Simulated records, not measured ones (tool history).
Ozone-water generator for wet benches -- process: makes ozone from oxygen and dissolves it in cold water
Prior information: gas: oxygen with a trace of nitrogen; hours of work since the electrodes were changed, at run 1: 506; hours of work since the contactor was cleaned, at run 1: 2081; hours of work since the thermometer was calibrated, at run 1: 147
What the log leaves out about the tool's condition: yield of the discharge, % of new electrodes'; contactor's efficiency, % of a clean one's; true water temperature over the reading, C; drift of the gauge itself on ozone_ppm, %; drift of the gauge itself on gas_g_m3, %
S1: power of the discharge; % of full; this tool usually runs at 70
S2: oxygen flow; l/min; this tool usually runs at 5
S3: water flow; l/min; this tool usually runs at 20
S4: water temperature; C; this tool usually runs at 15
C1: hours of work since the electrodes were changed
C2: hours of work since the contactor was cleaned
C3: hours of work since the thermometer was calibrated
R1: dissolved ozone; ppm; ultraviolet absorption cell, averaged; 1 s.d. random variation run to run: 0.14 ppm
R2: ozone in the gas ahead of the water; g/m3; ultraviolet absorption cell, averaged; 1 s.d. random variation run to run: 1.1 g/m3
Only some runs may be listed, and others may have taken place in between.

| run | hour | S1 | S2 | S3 | S4 | C1 | C2 | C3 | R1 | R2 |
|---|---|---|---|---|---|---|---|---|---|---|
| 1 | 0 | 70 | 5 | 20 | 15 | 506 | 2081 | 147 | 16.3 | 198 |
| 2 | 21 | 70 | 5 | 20 | 15 | 521 | 2096 | 161 | 16.1 | 198.1 |
| 3 | 70.9 | 70 | 5 | 20 | 21 | 555 | 2130 | 196 | 14.8 | 198.1 |
| 4 | 121.2 | 70 | 5 | 20 | 21 | 589 | 2165 | 230 | 14.8 | 197 |
| 5 | 157.6 | 70 | 5 | 20 | 21 | 614 | 2190 | 255 | 14.6 | 197.9 |
| 6 | 191.9 | 70 | 5 | 20 | 21 | 638 | 2213 | 279 | 14.6 | 198.3 |
| 7 | 239.5 | 70 | 5 | 20 | 21 | 671 | 2246 | 311 | 14.7 | 195.9 |
| 8 | 270.1 | 70 | 5 | 20 | 21 | 692 | 2267 | 332 | 14.7 | 196.1 |
| 9 | 297.4 | 84 | 5 | 20 | 21 | 710 | 2286 | 351 | 16.3 | 218 |
| 10 | 341.5 | 70 | 5 | 20 | 9 | 741 | 2316 | 382 | 17.1 | 197 |
| 11 | 387.2 | 70 | 5 | 20 | 21 | 772 | 2347 | 413 | 14.3 | 197.5 |
| 12 | 422.3 | 70 | 5 | 20 | 21 | 796 | 2371 | 437 | 14.5 | 198.2 |
| 13 | 461.2 | 70 | 5 | 20 | 21 | 823 | 2398 | 464 | 14.5 | 195.4 |
| 14 | 500.7 | 70 | 5 | 20 | 21 | 850 | 2425 | 491 | 14.2 | 195.6 |
| 15 | 539.8 | 70 | 5 | 20 | 15 | 877 | 2452 | 518 | 15.5 | 197.4 |
| 16 | 570.2 | 70 | 5 | 20 | 15 | 898 | 2473 | 539 | 16.1 | 196.2 |
| 17 | 603.2 | 70 | 5 | 20 | 15 | 920 | 2496 | 561 | 15.8 | 197.2 |
|  | 609.8 | contactor cleaned |
| 18 | 642.8 | 70 | 5 | 16 | 23 | 945 | 23 | 586 | 15.9 | 194.5 |
| 19 | 682.5 | 43 | 5 | 20 | 15 | 972 | 50 | 613 | 11.5 | 146.6 |
| 20 | 710.6 | 70 | 3.13 | 18 | 15 | 991 | 69 | 632 | 15.9 | 245.8 |
| 21 | 751.8 | 56 | 3.13 | 26 | 15 | 1020 | 98 | 661 | 9.7 | 216 |
| 22 | 787.4 | 56 | 3.13 | 26 | 15 | 1044 | 122 | 685 | 9.9 | 214.8 |
|  | 824.9 | contactor cleaned, once more |
| 23 | 840.7 | 84 | 2.65 | 16 | 20 | 1078 | 11 | 719 | 18.7 | 293.8 |
| 24 | 870.8 | 84 | 2.65 | 16 | 20 | 1098 | 31 | 739 | 18.7 | 295.1 |
| 25 | 907.8 | 84 | 2.65 | 16 | 20 | 1124 | 57 | 765 | 18.8 | 293 |
| 26 | 952.8 | 84 | 3.48 | 15 | 20 | 1155 | 88 | 796 | 20.3 | 252.9 |
| 27 | 993.5 | 84 | 3.48 | 15 | 20 | 1183 | 116 | 824 | 20.3 | 253.7 |
| 28 | 1023.1 | 84 | 3.48 | 15 | 20 | 1203 | 136 | 844 | 20.1 | 257.5 |
| 29 | 1057.2 | 70 | 5 | 14 | 10 | 1226 | 159 | 867 | 22.6 | 192.7 |
| 30 | 1100 | 70 | 3.23 | 14 | 9 | 1256 | 189 | 897 | 22.2 | 237.6 |
| 31 | 1133.4 | 70 | 3.23 | 20 | 9 | 1279 | 212 | 920 | 15.8 | 240.3 |
| 32 | 1164.5 | 70 | 5.12 | 20 | 12 | 1300 | 233 | 941 | 16.7 | 189.8 |
| 33 | 1190.5 | 70 | 3.07 | 29 | 12 | 1318 | 251 | 959 | 10.7 | 243.2 |

Alternative continuations, all from the tool just after run 33; predict every row:
| A | 1236.7 | 70 | 5 | 30 | 15 | 1350 | 283 | 991 | ? | ? |
| B | 1236.7 | 70 | 6.7 | 20 | 15 | 1350 | 283 | 991 | ? | ? |
| C | 1236.7 | 70 | 7.72 | 15 | 8 | 1350 | 283 | 991 | ? | ? |

| run | R1 | R2 |
|---|---|---|
| A | 11.1 | 191.5 |
| B | 16.4 | 166.6 |
| C | 22.3 | 155.1 |
What these runs would have given with no unlogged condition in the tool:
| run | R1 | R2 |
|---|---|---|
| A | 11.9 | 201.2 |
| B | 17.6 | 175 |
| C | 23.9 | 163 |

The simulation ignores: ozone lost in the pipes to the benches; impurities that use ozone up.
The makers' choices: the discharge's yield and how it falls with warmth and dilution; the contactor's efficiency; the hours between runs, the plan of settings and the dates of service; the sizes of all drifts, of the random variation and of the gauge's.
